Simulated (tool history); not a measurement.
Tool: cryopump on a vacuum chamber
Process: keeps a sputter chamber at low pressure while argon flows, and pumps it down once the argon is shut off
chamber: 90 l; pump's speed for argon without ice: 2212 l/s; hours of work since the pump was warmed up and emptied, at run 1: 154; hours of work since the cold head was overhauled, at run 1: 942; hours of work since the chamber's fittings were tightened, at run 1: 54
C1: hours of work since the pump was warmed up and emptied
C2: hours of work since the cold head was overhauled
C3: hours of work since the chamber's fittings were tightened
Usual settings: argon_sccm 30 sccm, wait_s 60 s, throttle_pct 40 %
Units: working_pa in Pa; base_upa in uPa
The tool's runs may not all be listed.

{"run": 1, "hour": 0.0, "argon_sccm": 30, "wait_s": 60, "throttle_pct": 40, "C1": 154, "C2": 942, "C3": 54, "working_pa": 0.0581, "base_upa": 1.19}
{"run": 2, "hour": 31.5, "argon_sccm": 30, "wait_s": 60, "throttle_pct": 40, "C1": 170, "C2": 958, "C3": 70, "working_pa": 0.0583, "base_upa": 1.14}
{"run": 3, "hour": 76.2, "argon_sccm": 30, "wait_s": 60, "throttle_pct": 40, "C1": 192, "C2": 980, "C3": 92, "working_pa": 0.0586, "base_upa": 1.14}
{"run": 4, "hour": 101.8, "argon_sccm": 30, "wait_s": 60, "throttle_pct": 40, "C1": 204, "C2": 992, "C3": 104, "working_pa": 0.0591, "base_upa": 1.18}
{"run": 5, "hour": 134.5, "argon_sccm": 30, "wait_s": 60, "throttle_pct": 40, "C1": 220, "C2": 1009, "C3": 120, "working_pa": 0.0594, "base_upa": 1.15}
{"run": 6, "hour": 165.3, "argon_sccm": 30, "wait_s": 60, "throttle_pct": 40, "C1": 236, "C2": 1024, "C3": 136, "working_pa": 0.0599, "base_upa": 1.18}
{"run": 7, "hour": 208.1, "argon_sccm": 30, "wait_s": 60, "throttle_pct": 40, "C1": 257, "C2": 1045, "C3": 157, "working_pa": 0.0601, "base_upa": 1.2}
{"run": 8, "hour": 247.7, "argon_sccm": 30, "wait_s": 60, "throttle_pct": 39, "C1": 276, "C2": 1064, "C3": 176, "working_pa": 0.0609, "base_upa": 1.28}
{"run": 9, "hour": 282.6, "argon_sccm": 30, "wait_s": 60, "throttle_pct": 39, "C1": 293, "C2": 1082, "C3": 193, "working_pa": 0.0616, "base_upa": 1.23}
{"run": 10, "hour": 312.0, "argon_sccm": 30, "wait_s": 60, "throttle_pct": 43, "C1": 308, "C2": 1096, "C3": 208, "working_pa": 0.0559, "base_upa": 1.27}
{"run": 11, "hour": 359.0, "argon_sccm": 30, "wait_s": 60, "throttle_pct": 34, "C1": 331, "C2": 1119, "C3": 231, "working_pa": 0.0717, "base_upa": 1.29}
{"run": 12, "hour": 383.4, "argon_sccm": 30, "wait_s": 60, "throttle_pct": 34, "C1": 343, "C2": 1131, "C3": 243, "working_pa": 0.071, "base_upa": 1.28}
{"run": 13, "hour": 403.7, "argon_sccm": 30, "wait_s": 60, "throttle_pct": 34, "C1": 353, "C2": 1141, "C3": 253, "working_pa": 0.0709, "base_upa": 1.29}
{"hour": 430.4, "done": "pump warmed up, emptied and cooled again"}
{"run": 14, "hour": 444.2, "argon_sccm": 30, "wait_s": 46, "throttle_pct": 34, "C1": 7, "C2": 1159, "C3": 270, "working_pa": 0.0686, "base_upa": 1.58}
{"run": 15, "hour": 478.7, "argon_sccm": 30, "wait_s": 46, "throttle_pct": 34, "C1": 24, "C2": 1176, "C3": 287, "working_pa": 0.0687, "base_upa": 1.51}
{"run": 16, "hour": 498.7, "argon_sccm": 30, "wait_s": 130, "throttle_pct": 40, "C1": 34, "C2": 1186, "C3": 297, "working_pa": 0.0581, "base_upa": 0.76}
{"run": 17, "hour": 534.9, "argon_sccm": 30, "wait_s": 26, "throttle_pct": 40, "C1": 51, "C2": 1203, "C3": 315, "working_pa": 0.0583, "base_upa": 2.52}
{"run": 18, "hour": 568.1, "argon_sccm": 42, "wait_s": 50, "throttle_pct": 53, "C1": 68, "C2": 1220, "C3": 332, "working_pa": 0.0609, "base_upa": 1.48}
{"run": 19, "hour": 613.9, "argon_sccm": 42, "wait_s": 50, "throttle_pct": 19, "C1": 90, "C2": 1242, "C3": 354, "working_pa": 0.1706, "base_upa": 1.51}
{"run": 20, "hour": 634.9, "argon_sccm": 14, "wait_s": 43, "throttle_pct": 48, "C1": 101, "C2": 1253, "C3": 364, "working_pa": 0.0235, "base_upa": 1.72}
{"run": 21, "hour": 666.5, "argon_sccm": 14, "wait_s": 43, "throttle_pct": 48, "C1": 116, "C2": 1268, "C3": 380, "working_pa": 0.0226, "base_upa": 1.71}
{"run": 22, "hour": 695.4, "argon_sccm": 14, "wait_s": 43, "throttle_pct": 48, "C1": 131, "C2": 1283, "C3": 394, "working_pa": 0.0231, "base_upa": 1.69}
{"run": 23, "hour": 738.0, "argon_sccm": 17, "wait_s": 60, "throttle_pct": 40, "C1": 152, "C2": 1304, "C3": 415, "working_pa": 0.0341, "base_upa": 1.38}
{"run": 24, "hour": 765.3, "argon_sccm": 21, "wait_s": 140, "throttle_pct": 17, "C1": 165, "C2": 1317, "C3": 429, "working_pa": 0.0953, "base_upa": 0.86}
{"run": 25, "hour": 798.7, "argon_sccm": 21, "wait_s": 140, "throttle_pct": 17, "C1": 181, "C2": 1334, "C3": 445, "working_pa": 0.0952, "base_upa": 0.91}
{"run": 26, "hour": 839.3, "argon_sccm": 14, "wait_s": 21, "throttle_pct": 40, "C1": 201, "C2": 1353, "C3": 465, "working_pa": 0.0278, "base_upa": 3.03}
{"run": 27, "hour": 887.8, "argon_sccm": 17, "wait_s": 202, "throttle_pct": 17, "C1": 225, "C2": 1377, "C3": 489, "working_pa": 0.0787, "base_upa": 0.76}
{"run": 28, "hour": 917.0, "argon_sccm": 30, "wait_s": 113, "throttle_pct": 15, "C1": 240, "C2": 1392, "C3": 503, "working_pa": 0.1557, "base_upa": 1.02}
{"run": 29, "hour": 956.9, "argon_sccm": 14, "wait_s": 60, "throttle_pct": 40, "C1": 259, "C2": 1411, "C3": 523, "working_pa": 0.0276, "base_upa": 1.47}
{"run": 30, "hour": 998.8, "argon_sccm": 35, "wait_s": 86, "throttle_pct": 57, "C1": 280, "C2": 1432, "C3": 544, "working_pa": 0.0506, "base_upa": 1.2}
{"run": 31, "hour": 1044.4, "argon_sccm": 30, "wait_s": 145, "throttle_pct": 40, "C1": 303, "C2": 1455, "C3": 566, "working_pa": 0.0605, "base_upa": 1}
{"run": 32, "hour": 1069.5, "argon_sccm": 30, "wait_s": 145, "throttle_pct": 40, "C1": 315, "C2": 1467, "C3": 579, "working_pa": 0.0616, "base_upa": 0.97}
{"run": 33, "hour": 1099.3, "argon_sccm": 30, "wait_s": 60, "throttle_pct": 21, "C1": 330, "C2": 1482, "C3": 593, "working_pa": 0.1117, "base_upa": 1.52}
{"run": 34, "hour": 1141.6, "argon_sccm": 18, "wait_s": 229, "throttle_pct": 48, "C1": 350, "C2": 1502, "C3": 614, "working_pa": 0.0302, "base_upa": 0.88}

How the hidden state differs across the entries between the runs, from the last listed run before each to the first after it:
Between runs 13 and 14: pump warmed up, emptied and cooled again (hour 430.4)
  pump's speed, % of a pump's without ice: 88.1 -> 99.5; cold plate's temperature, K: 12.56 -> 12.57; leak into the chamber, uPa l/s: 749 -> 772
  measured less the result without the state, working_pa: +0.0034 -> +0.0004 Pa; base_upa: +0.25 -> +0.22 uPa
